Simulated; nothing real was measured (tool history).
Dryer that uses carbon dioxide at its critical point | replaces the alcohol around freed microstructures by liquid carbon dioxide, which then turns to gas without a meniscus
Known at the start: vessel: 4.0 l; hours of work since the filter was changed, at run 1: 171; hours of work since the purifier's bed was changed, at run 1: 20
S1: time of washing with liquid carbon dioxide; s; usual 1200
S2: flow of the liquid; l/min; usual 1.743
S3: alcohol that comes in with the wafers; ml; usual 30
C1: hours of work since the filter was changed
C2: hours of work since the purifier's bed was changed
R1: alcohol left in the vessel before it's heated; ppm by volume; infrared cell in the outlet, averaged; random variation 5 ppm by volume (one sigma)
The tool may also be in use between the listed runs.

Run 1, hour 0.0: usual settings; C1 171; C2 20. Result: R1 14 ppm by volume.
Run 2, hour 15.7: usual settings; C1 179; C2 29. Result: R1 21 ppm by volume.
Run 3, hour 33.7: usual settings; C1 189; C2 39. Result: R1 20 ppm by volume.
Run 4, hour 53.6: usual settings but S2 2.020 l/min; C1 200; C2 50. Result: R1 16 ppm by volume.
Run 5, hour 76.2: usual settings; C1 213; C2 62. Result: R1 27 ppm by volume.
Run 6, hour 101.5: usual settings but S2 1.820 l/min; C1 227; C2 76. Result: R1 28 ppm by volume.
Run 7, hour 121.3: usual settings but S2 1.820 l/min; C1 238; C2 87. Result: R1 18 ppm by volume.
Run 8, hour 137.2: usual settings but S2 1.820 l/min; C1 246; C2 96. Result: R1 32 ppm by volume.
Run 9, hour 153.8: usual settings but S1 1080 s; C1 256; C2 105. Result: R1 49 ppm by volume.
Run 10, hour 167.6: usual settings but S1 1080 s; C1 263; C2 113. Result: R1 46 ppm by volume.
Run 11, hour 190.6: usual settings but S1 1080 s; C1 276; C2 125. Result: R1 35 ppm by volume.
Run 12, hour 201.9: usual settings but S1 1080 s; C1 282; C2 132. Result: R1 51 ppm by volume.
At hour 222.2: inlet filter changed.
Run 13, hour 227.5: usual settings; C1 3; C2 145. Result: R1 35 ppm by volume.
Run 14, hour 251.4: usual settings; C1 16; C2 158. Result: R1 35 ppm by volume.
Run 15, hour 269.6: usual settings but S1 1260 s; C1 26; C2 169. Result: R1 30 ppm by volume.
Run 16, hour 290.0: usual settings but S1 1140 s; C1 38; C2 180. Result: R1 39 ppm by volume.
Run 17, hour 301.3: usual settings but S2 1.510 l/min; C1 44; C2 186. Result: R1 54 ppm by volume.
Run 18, hour 316.2: usual settings but S1 1740 s; C1 52; C2 194. Result: R1 41 ppm by volume.
Run 19, hour 331.3: usual settings but S1 1740 s; C1 60; C2 203. Result: R1 37 ppm by volume.
Run 20, hour 346.9: usual settings but S1 780 s; C1 69; C2 211. Result: R1 102 ppm by volume.
Run 21, hour 358.9: usual settings; C1 76; C2 218. Result: R1 45 ppm by volume.
Run 22, hour 372.5: usual settings; C1 83; C2 225. Result: R1 41 ppm by volume.
Run 23, hour 385.3: usual settings; C1 90; C2 232. Result: R1 54 ppm by volume.
Run 24, hour 408.5: usual settings but S1 1440 s, S2 1.790 l/min, S3 44 ml; C1 103; C2 245. Result: R1 47 ppm by volume.
Run 25, hour 431.4: usual settings but S1 1440 s, S2 1.790 l/min, S3 44 ml; C1 116; C2 258. Result: R1 41 ppm by volume.
Run 26, hour 447.1: usual settings but S2 1.340 l/min; C1 124; C2 267. Result: R1 85 ppm by volume.
Run 27, hour 470.3: usual settings but S1 1620 s, S2 1.760 l/min, S3 60 ml; C1 137; C2 279. Result: R1 58 ppm by volume.
Run 28, hour 487.7: usual settings but S1 1620 s, S2 2.350 l/min, S3 54 ml; C1 147; C2 289. Result: R1 54 ppm by volume.
Run 29, hour 501.0: usual settings but S1 1680 s, S2 2.350 l/min, S3 54 ml; C1 154; C2 296. Result: R1 48 ppm by volume.
Run 30, hour 516.9: usual settings but S1 1680 s, S2 2.350 l/min, S3 54 ml; C1 163; C2 305. Result: R1 56 ppm by volume.
Run 31, hour 536.8: usual settings but S1 1680 s, S2 2.350 l/min, S3 67 ml; C1 174; C2 316. Result: R1 56 ppm by volume.
Run 32, hour 556.9: usual settings but S1 1680 s, S2 2.350 l/min, S3 67 ml; C1 185; C2 327. Result: R1 66 ppm by volume.
Run 33, hour 574.0: usual settings but S2 1.580 l/min; C1 195; C2 337. Result: R1 76 ppm by volume.
Run 34, hour 586.8: usual settings but S2 1.360 l/min, S3 45 ml; C1 202; C2 344. Result: R1 118 ppm by volume.
Run 35, hour 610.0: usual settings but S1 720 s, S2 2.770 l/min; C1 214; C2 357. Result: R1 71 ppm by volume.
Run 36, hour 623.2: usual settings but S1 1320 s, S2 2.590 l/min, S3 29 ml; C1 222; C2 364. Result: R1 66 ppm by volume.
Run 37, hour 645.2: usual settings but S1 1740 s; C1 234; C2 376. Result: R1 69 ppm by volume.
Run 38, hour 657.7: usual settings but S1 1740 s; C1 241; C2 383. Result: R1 65 ppm by volume.
Run 39, hour 676.5: usual settings but S1 1740 s; C1 251; C2 394. Result: R1 67 ppm by volume.
Run 40, hour 699.4: usual settings but S3 119 ml; C1 264; C2 406. Result: R1 110 ppm by volume.
Run 41, hour 711.6: usual settings but S3 119 ml; C1 271; C2 413. Result: R1 125 ppm by volume.
Run 42, hour 726.5: usual settings but S1 1080 s, S3 39 ml; C1 279; C2 421. Result: R1 102 ppm by volume.
Run 43, hour 739.5: usual settings but S2 1.230 l/min; C1 286; C2 428. Result: R1 150 ppm by volume.
Run 44, hour 750.0: usual settings but S1 1500 s, S2 1.230 l/min, S3 97 ml; C1 292; C2 434. Result: R1 157 ppm by volume.

3 ways to go on from here, each from the tool as it stands after run 44. What would each give?
At hour 753.2: inlet filter changed.
Run A, hour 770.2: usual settings but S1 1800 s, S2 1.260 l/min; C1 9; C2 445. Result: R1 ?.
At hour 753.2: inlet filter changed.
Run B, hour 770.2: usual settings but S2 2.700 l/min, S3 63 ml; C1 9; C2 445. Result: R1 ?.
At hour 753.2: inlet filter changed.
Run C, hour 770.2: usual settings but S1 1500 s, S2 1.230 l/min, S3 49 ml; C1 9; C2 445. Result: R1 ?.

run  R1
  A  71
  B  83
  C  88
Without the tool's hidden state the same runs would have given:
run  R1
  A   0
  B  12
  C  15

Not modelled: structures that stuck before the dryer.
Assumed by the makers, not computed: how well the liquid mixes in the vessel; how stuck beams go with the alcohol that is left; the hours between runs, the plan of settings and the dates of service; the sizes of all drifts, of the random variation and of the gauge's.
